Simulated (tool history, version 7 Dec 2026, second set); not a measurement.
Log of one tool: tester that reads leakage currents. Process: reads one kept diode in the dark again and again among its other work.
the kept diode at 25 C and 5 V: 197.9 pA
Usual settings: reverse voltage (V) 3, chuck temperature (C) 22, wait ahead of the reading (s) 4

| run | hour | reverse voltage (V) | chuck temperature (C) | wait ahead of the reading (s) | current that the tester gives (pA) |
|---|---|---|---|---|---|
| 1 | 0 | 3 | 22 | 4 | 98.01 |
| 2 | 145.9 | 12.42 | 22 | 4 | 226.9 |
| 3 | 247.4 | 12.42 | 22 | 4 | 226.74 |
| 4 | 370.8 | 12.42 | 22 | 4 | 225.57 |
| 5 | 566.8 | 12.42 | 22 | 4 | 226.8 |
| 6 | 807.7 | 3 | 33 | 4 | 271.39 |
|  | 909.8 | chuck's temperature calibrated |
| 7 | 926.8 | 3 | 33 | 4 | 315.49 |
| 8 | 1172.6 | 3 | 33 | 4 | 313.77 |
| 9 | 1307.1 | 6.68 | 22 | 4 | 179.47 |
| 10 | 1514.6 | 6.68 | 22 | 4 | 178.07 |
| 11 | 1665.2 | 18.95 | 22 | 4 | 338.24 |
| 12 | 1811.3 | 15.93 | 22 | 4 | 303.21 |
| 13 | 1978 | 15.93 | 22 | 4 | 300.76 |
| 14 | 2105.3 | 3 | 22 | 4 | 108.26 |
| 15 | 2269.6 | 1.45 | 22 | 4 | 69.35 |
| 16 | 2431.9 | 1.45 | 22 | 4 | 69.45 |
| 17 | 2666.8 | 4.24 | 29 | 4.15 | 253.53 |
| 18 | 2859.6 | 4.29 | 22 | 4 | 132.32 |
|  | 2959 | probe card cleaned and baked |
| 19 | 2970.8 | 6.25 | 44 | 4 | 1164.48 |
| 20 | 3108 | 6.25 | 44 | 4 | 1159.5 |
| 21 | 3291.3 | 4.73 | 27 | 1.19 | 205.95 |
| 22 | 3430 | 4.73 | 56 | 0.63 | 2668.75 |
| 23 | 3613.9 | 4.73 | 56 | 0.63 | 2640.62 |
| 24 | 3823.4 | 4.73 | 56 | 0.63 | 2625.31 |
| 25 | 4010.3 | 4.73 | 56 | 0.63 | 2617.19 |
| 26 | 4187.5 | 4.73 | 56 | 0.63 | 2587.69 |
|  | 4278.6 | chuck's temperature calibrated |
| 27 | 4293.3 | 3 | 57 | 0.64 | 2497.65 |
| 28 | 4459.4 | 10.64 | 22 | 4 | 237.78 |
| 29 | 4630.6 | 10.64 | 22 | 4 | 237.65 |

4 ways to go on from here, each from the tool as it stands after run 29. What would each give?
| A | 4836.3 | 2.57 | 22 | 4 | ? |
| B | 4836.3 | 4.12 | 22 | 4 | ? |
| C | 4836.3 | 10.64 | 39 | 4 | ? |
| D | 4836.3 | 7.09 | 22 | 0.8 | ? |

| run | current that the tester gives (pA) |
|---|---|
| A | 100.6 |
| B | 133.95 |
| C | 1117.29 |
| D | 187.7 |
Without the tool's hidden state the same runs would have given:
| run | current that the tester gives (pA) |
|---|---|
| A | 100.17 |
| B | 132.38 |
| C | 1134.54 |
| D | 183.64 |
